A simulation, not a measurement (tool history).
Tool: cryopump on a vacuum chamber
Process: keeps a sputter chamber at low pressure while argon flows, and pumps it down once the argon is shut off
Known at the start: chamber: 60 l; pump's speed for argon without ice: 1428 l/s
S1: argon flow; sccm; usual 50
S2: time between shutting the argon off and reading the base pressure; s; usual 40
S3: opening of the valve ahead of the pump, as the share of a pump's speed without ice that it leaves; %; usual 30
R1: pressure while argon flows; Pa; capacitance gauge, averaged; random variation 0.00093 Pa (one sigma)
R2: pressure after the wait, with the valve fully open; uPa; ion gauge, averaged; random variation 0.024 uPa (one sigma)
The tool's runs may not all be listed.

run 1 hour=0 | S1=50 S2=40 S3=30 | R1=0.2079 R2=1.82
run 2 hour=36 | S1=50 S2=40 S3=30 | R1=0.2083 R2=1.89
run 3 hour=66.1 | S1=50 S2=40 S3=30 | R1=0.2081 R2=1.91
run 4 hour=107.5 | S1=50 S2=40 S3=30 | R1=0.2056 R2=2.02
run 5 hour=142.5 | S1=50 S2=40 S3=30 | R1=0.2103 R2=2.05
run 6 hour=175.3 | S1=50 S2=40 S3=52 | R1=0.1242 R2=2.07
run 7 hour=215.5 | S1=50 S2=40 S3=21 | R1=0.2914 R2=2.17
run 8 hour=253.8 | S1=50 S2=40 S3=24 | R1=0.2587 R2=2.23
run 9 hour=285 | S1=64 S2=40 S3=51 | R1=0.1645 R2=2.23
run 10 hour=311.4 | S1=64 S2=40 S3=51 | R1=0.1658 R2=2.25
run 11 hour=343.4 | S1=29 S2=23 S3=32 | R1=0.1145 R2=2.77
run 12 hour=376.6 | S1=81 S2=35 S3=45 | R1=0.2338 R2=2.41
run 13 hour=420.6 | S1=81 S2=35 S3=45 | R1=0.2351 R2=2.47
run 14 hour=451.7 | S1=81 S2=35 S3=45 | R1=0.2361 R2=2.53
run 15 hour=480.9 | S1=89 S2=40 S3=22 | R1=0.5025 R2=2.44

Run 16 comes next. What will it give?
run 16 hour=500.4 | S1=25 S2=246 S3=30 | R1=? R2=?

R1: 0.1075 Pa
R2: 1.86 uPa
Without the tool's hidden state the same run would have given R1 0.1004 Pa, R2 0.32 uPa.

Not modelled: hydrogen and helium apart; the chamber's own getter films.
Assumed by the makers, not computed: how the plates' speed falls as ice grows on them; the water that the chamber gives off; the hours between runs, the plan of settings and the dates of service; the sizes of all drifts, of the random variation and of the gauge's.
